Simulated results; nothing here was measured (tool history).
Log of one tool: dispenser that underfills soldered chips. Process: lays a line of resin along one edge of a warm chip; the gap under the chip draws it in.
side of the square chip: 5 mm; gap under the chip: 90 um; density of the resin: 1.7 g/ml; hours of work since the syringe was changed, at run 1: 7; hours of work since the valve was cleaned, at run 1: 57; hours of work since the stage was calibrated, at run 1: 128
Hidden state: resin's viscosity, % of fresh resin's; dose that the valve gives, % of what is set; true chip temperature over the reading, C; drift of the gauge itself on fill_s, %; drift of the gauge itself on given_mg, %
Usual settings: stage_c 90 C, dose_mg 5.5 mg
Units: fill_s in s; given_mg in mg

run	day	stage_c	dose_mg	hours of work since the syringe was changed	hours of work since the valve was cleaned	hours of work since the stage was calibrated	fill_s	given_mg
1	0	90	5.5	7	57	128	11.1	5.22
# day 0.062: new syringe of resin
2	0.183	90	5.5	2	60	130	9.2	5.24
3	0.45	90	5.5	6	64	135	10.3	5.24
# day 0.588: new syringe of resin
4	0.779	90	5.5	3	69	139	9.3	5.15
5	1.062	90	5.5	7	73	144	11	5.1
# day 1.092: new syringe of resin
6	1.317	90	5.5	3	77	147	9.9	5.12
7	1.521	104	5.5	7	80	151	5.6	5.16
# day 1.596: new syringe of resin
8	1.821	104	5.5	3	85	155	5.7	5.17
9	2.042	104	5.5	7	88	158	6.2	5.11
# day 2.104: new syringe of resin
10	2.354	90	5.5	4	92	163	9.3	5.1
11	2.575	90	5.5	7	96	166	10.8	5.13
# day 2.633: new syringe of resin
12	2.729	90	5.5	1	98	169	9	5.04
13	2.875	96	4.98	4	100	171	8.1	4.63
# day 3.138: new syringe of resin
14	3.208	96	4.98	1	105	176	7.7	4.51
15	3.433	86	6.44	4	109	179	12.4	5.84
# day 3.646: new syringe of resin
16	3.65	86	6.44	0	112	182	9.7	5.85
17	3.875	91	5.17	4	115	186	9.9	4.68
# day 4.154: new syringe of resin
18	4.154	102	5.17	0	119	190	5.5	4.63
# day 4.371: dispensing valve cleaned and set on the balance
19	4.533	83	5.66	5	2	195	13.9	5.72
# day 4.7: new syringe of resin
20	4.7	83	5.66	0	5	197	11	5.65
21	4.996	83	5.66	5	9	202	13.6	5.57
# day 5.204: new syringe of resin
22	5.204	83	7.04	0	12	205	10.5	6.94

Measured less the same run without the tool's hidden state. The same run-to-run variation is in both; the gauge's scatter may not be:
run	fill_s	given_mg
1	+2.6	-0.26
2	+0.8	-0.27
3	+2.3	-0.29
4	+1.1	-0.31
5	+2.7	-0.33
6	+1.5	-0.35
7	+1.5	-0.36
8	+0.8	-0.38
9	+1.5	-0.4
10	+1.4	-0.42
11	+2.7	-0.44
12	+0.9	-0.45
13	+1.4	-0.41
14	+0.7	-0.43
15	+2.2	-0.57
16	+0.4	-0.59
17	+1.7	-0.49
18	+0.3	-0.51
19	+2.7	-0.01
20	+0.1	-0.02
21	+2.4	-0.04
22	+0.3	-0.06

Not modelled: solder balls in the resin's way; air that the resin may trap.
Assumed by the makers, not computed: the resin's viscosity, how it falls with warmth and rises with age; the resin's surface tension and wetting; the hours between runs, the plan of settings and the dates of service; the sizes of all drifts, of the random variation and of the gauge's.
